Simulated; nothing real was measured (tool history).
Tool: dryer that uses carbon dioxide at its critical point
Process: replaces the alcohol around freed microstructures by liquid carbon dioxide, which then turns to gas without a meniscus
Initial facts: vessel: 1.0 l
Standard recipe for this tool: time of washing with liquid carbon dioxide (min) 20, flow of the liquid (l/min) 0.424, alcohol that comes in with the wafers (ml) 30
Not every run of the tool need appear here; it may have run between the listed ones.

run,hour,time of washing with liquid carbon dioxide (min),flow of the liquid (l/min),alcohol that comes in with the wafers (ml),alcohol left in the vessel before it's heated (ppm by volume)
1,0,20,0.424,30,54
2,33.4,20,0.424,30,52
3,51.2,20,0.424,30,48
4,73,20,0.424,30,65
5,90.2,20,0.614,30,51
6,112.1,20,0.425,30,57
7,144.6,20,0.425,30,61
8,170.2,20,0.425,30,69
9,200.4,20,0.425,30,74
10,222.8,20,0.425,30,60
11,259.6,20,0.425,30,76

Forecast run 12:
12,277.5,22,0.655,75,?

alcohol left in the vessel before it's heated (ppm by volume): 61
On a tool with no hidden condition, and with the same random variation, this run would have come out at alcohol left in the vessel before it's heated (ppm by volume) 7.

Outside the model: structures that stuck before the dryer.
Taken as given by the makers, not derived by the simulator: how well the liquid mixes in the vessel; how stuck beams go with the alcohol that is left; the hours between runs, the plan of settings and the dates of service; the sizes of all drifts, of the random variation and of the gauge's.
